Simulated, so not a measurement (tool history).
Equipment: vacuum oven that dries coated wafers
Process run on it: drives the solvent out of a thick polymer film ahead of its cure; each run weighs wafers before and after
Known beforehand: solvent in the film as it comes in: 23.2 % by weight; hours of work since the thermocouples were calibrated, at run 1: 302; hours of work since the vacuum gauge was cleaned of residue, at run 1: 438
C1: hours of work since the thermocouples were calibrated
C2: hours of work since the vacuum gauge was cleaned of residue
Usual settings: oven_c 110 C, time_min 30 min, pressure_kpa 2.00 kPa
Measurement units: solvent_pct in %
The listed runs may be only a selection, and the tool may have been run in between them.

{"run": 1, "hour": 0.0, "oven_c": 110, "time_min": 30, "pressure_kpa": 2.0, "C1": 302, "C2": 438, "solvent_pct": 1.72}
{"run": 2, "hour": 13.9, "oven_c": 110, "time_min": 30, "pressure_kpa": 2.0, "C1": 310, "C2": 446, "solvent_pct": 1.68}
{"run": 3, "hour": 38.9, "oven_c": 110, "time_min": 30, "pressure_kpa": 2.0, "C1": 325, "C2": 461, "solvent_pct": 1.71}
{"run": 4, "hour": 64.1, "oven_c": 110, "time_min": 30, "pressure_kpa": 2.0, "C1": 340, "C2": 475, "solvent_pct": 1.64}
{"run": 5, "hour": 87.1, "oven_c": 110, "time_min": 30, "pressure_kpa": 2.0, "C1": 353, "C2": 489, "solvent_pct": 1.64}
{"run": 6, "hour": 105.0, "oven_c": 110, "time_min": 30, "pressure_kpa": 2.0, "C1": 364, "C2": 499, "solvent_pct": 1.63}
{"run": 7, "hour": 125.7, "oven_c": 110, "time_min": 38, "pressure_kpa": 2.0, "C1": 376, "C2": 512, "solvent_pct": 1.12}
{"run": 8, "hour": 149.1, "oven_c": 110, "time_min": 38, "pressure_kpa": 1.39, "C1": 390, "C2": 525, "solvent_pct": 0.95}
{"run": 9, "hour": 163.4, "oven_c": 113, "time_min": 30, "pressure_kpa": 2.0, "C1": 398, "C2": 534, "solvent_pct": 1.16}
{"run": 10, "hour": 191.7, "oven_c": 110, "time_min": 30, "pressure_kpa": 2.0, "C1": 415, "C2": 550, "solvent_pct": 1.69}
{"run": 11, "hour": 214.9, "oven_c": 110, "time_min": 30, "pressure_kpa": 2.0, "C1": 428, "C2": 564, "solvent_pct": 1.64}
{"run": 12, "hour": 232.6, "oven_c": 110, "time_min": 30, "pressure_kpa": 2.0, "C1": 439, "C2": 574, "solvent_pct": 1.6}
{"run": 13, "hour": 256.0, "oven_c": 110, "time_min": 30, "pressure_kpa": 2.0, "C1": 452, "C2": 588, "solvent_pct": 1.65}
{"run": 14, "hour": 272.2, "oven_c": 110, "time_min": 30, "pressure_kpa": 6.99, "C1": 462, "C2": 597, "solvent_pct": 2.93}
{"run": 15, "hour": 301.1, "oven_c": 110, "time_min": 41, "pressure_kpa": 2.0, "C1": 479, "C2": 614, "solvent_pct": 0.99}
{"run": 16, "hour": 327.4, "oven_c": 104, "time_min": 51, "pressure_kpa": 1.53, "C1": 494, "C2": 630, "solvent_pct": 1.25}
{"run": 17, "hour": 341.4, "oven_c": 115, "time_min": 17, "pressure_kpa": 1.53, "C1": 502, "C2": 638, "solvent_pct": 2.55}
{"run": 18, "hour": 368.5, "oven_c": 110, "time_min": 51, "pressure_kpa": 2.0, "C1": 518, "C2": 654, "solvent_pct": 0.7}
{"run": 19, "hour": 395.3, "oven_c": 104, "time_min": 51, "pressure_kpa": 2.0, "C1": 534, "C2": 670, "solvent_pct": 1.4}
{"run": 20, "hour": 416.9, "oven_c": 104, "time_min": 51, "pressure_kpa": 2.0, "C1": 547, "C2": 682, "solvent_pct": 1.33}

What does the tool deliver on the next run?
{"run": 21, "hour": 433.9, "oven_c": 103, "time_min": 23, "pressure_kpa": 4.47, "C1": 557, "C2": 692, "solvent_pct": "?"}

Run 21 produced solvent_pct 5.74 %.
With the hidden condition absent and the run-to-run variation left alone, this run would have shown solvent_pct 5.81 %.
